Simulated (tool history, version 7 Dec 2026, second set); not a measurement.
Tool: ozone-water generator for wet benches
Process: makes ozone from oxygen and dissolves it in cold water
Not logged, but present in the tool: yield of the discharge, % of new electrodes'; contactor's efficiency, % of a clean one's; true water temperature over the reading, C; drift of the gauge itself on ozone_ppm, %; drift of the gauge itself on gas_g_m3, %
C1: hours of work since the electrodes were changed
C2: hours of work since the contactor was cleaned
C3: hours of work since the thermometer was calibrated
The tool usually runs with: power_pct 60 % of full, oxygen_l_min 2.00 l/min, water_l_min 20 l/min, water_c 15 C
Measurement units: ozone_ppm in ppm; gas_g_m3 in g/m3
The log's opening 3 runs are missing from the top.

run 4 hour=99.3 | power_pct=60 oxygen_l_min=2.00 water_l_min=20 water_c=15 | C1=149 C2=3691 C3=3293 | ozone_ppm=6.1 gas_g_m3=136.2
run 5 hour=144.3 | power_pct=60 oxygen_l_min=2.00 water_l_min=20 water_c=15 | C1=191 C2=3732 C3=3335 | ozone_ppm=6.2 gas_g_m3=136.5
run 6 hour=176.0 | power_pct=60 oxygen_l_min=2.00 water_l_min=20 water_c=15 | C1=220 C2=3762 C3=3364 | ozone_ppm=5.9 gas_g_m3=135.4
run 7 hour=220.7 | power_pct=60 oxygen_l_min=2.00 water_l_min=20 water_c=15 | C1=262 C2=3804 C3=3406 | ozone_ppm=6.1 gas_g_m3=135.0
run 8 hour=244.9 | power_pct=60 oxygen_l_min=2.00 water_l_min=20 water_c=15 | C1=284 C2=3826 C3=3428 | ozone_ppm=6.0 gas_g_m3=135.8
run 9 hour=290.0 | power_pct=60 oxygen_l_min=2.00 water_l_min=20 water_c=15 | C1=326 C2=3868 C3=3470 | ozone_ppm=6.1 gas_g_m3=135.8
run 10 hour=333.4 | power_pct=60 oxygen_l_min=2.00 water_l_min=20 water_c=15 | C1=367 C2=3909 C3=3511 | ozone_ppm=6.1 gas_g_m3=136.2
run 11 hour=353.9 | power_pct=60 oxygen_l_min=2.00 water_l_min=20 water_c=15 | C1=386 C2=3928 C3=3530 | ozone_ppm=6.0 gas_g_m3=136.1
run 12 hour=378.1 | power_pct=60 oxygen_l_min=3.27 water_l_min=20 water_c=15 | C1=408 C2=3950 C3=3552 | ozone_ppm=6.8 gas_g_m3=107.0
run 13 hour=416.1 | power_pct=60 oxygen_l_min=2.00 water_l_min=20 water_c=15 | C1=444 C2=3986 C3=3588 | ozone_ppm=6.1 gas_g_m3=135.8
run 14 hour=441.5 | power_pct=60 oxygen_l_min=2.00 water_l_min=20 water_c=15 | C1=467 C2=4009 C3=3611 | ozone_ppm=6.1 gas_g_m3=134.5
run 15 hour=467.5 | power_pct=60 oxygen_l_min=2.00 water_l_min=20 water_c=15 | C1=492 C2=4033 C3=3636 | ozone_ppm=6.1 gas_g_m3=134.9
run 16 hour=497.1 | power_pct=60 oxygen_l_min=2.00 water_l_min=20 water_c=15 | C1=519 C2=4061 C3=3663 | ozone_ppm=5.9 gas_g_m3=134.9
run 17 hour=526.2 | power_pct=60 oxygen_l_min=2.00 water_l_min=20 water_c=15 | C1=546 C2=4088 C3=3690 | ozone_ppm=6.0 gas_g_m3=134.7
run 18 hour=571.5 | power_pct=66 oxygen_l_min=1.23 water_l_min=20 water_c=15 | C1=588 C2=4130 C3=3732 | ozone_ppm=5.5 gas_g_m3=182.6
run 19 hour=609.6 | power_pct=41 oxygen_l_min=2.00 water_l_min=14 water_c=11 | C1=624 C2=4166 C3=3768 | ozone_ppm=7.1 gas_g_m3=105.9
run 20 hour=646.5 | power_pct=41 oxygen_l_min=2.56 water_l_min=14 water_c=16 | C1=658 C2=4200 C3=3802 | ozone_ppm=7.3 gas_g_m3=92.1
run 21 hour=685.0 | power_pct=83 oxygen_l_min=1.05 water_l_min=14 water_c=16 | C1=694 C2=4236 C3=3838 | ozone_ppm=9.0 gas_g_m3=228.9
run 22 hour=715.3 | power_pct=83 oxygen_l_min=1.05 water_l_min=14 water_c=16 | C1=722 C2=4264 C3=3866 | ozone_ppm=9.1 gas_g_m3=230.8
run 23 hour=737.2 | power_pct=83 oxygen_l_min=1.05 water_l_min=14 water_c=16 | C1=743 C2=4285 C3=3887 | ozone_ppm=9.1 gas_g_m3=227.4
run 24 hour=763.1 | power_pct=60 oxygen_l_min=2.00 water_l_min=14 water_c=22 | C1=767 C2=4309 C3=3911 | ozone_ppm=8.3 gas_g_m3=134.3
run 25 hour=793.3 | power_pct=53 oxygen_l_min=2.31 water_l_min=18 water_c=11 | C1=795 C2=4337 C3=3939 | ozone_ppm=6.6 gas_g_m3=115.1
run 26 hour=819.5 | power_pct=94 oxygen_l_min=2.02 water_l_min=20 water_c=8 | C1=819 C2=4361 C3=3963 | ozone_ppm=8.4 gas_g_m3=177.9

Expected results for the next run?
run 27 hour=842.8 | power_pct=94 oxygen_l_min=2.02 water_l_min=20 water_c=8 | C1=841 C2=4383 C3=3985 | ozone_ppm=? gas_g_m3=?

ozone_ppm: 8.3 ppm
gas_g_m3: 177.4 g/m3
If the tool had no hidden condition, the same run with the same run-to-run variation would have returned ozone_ppm 8.7 ppm, gas_g_m3 181.5 g/m3.
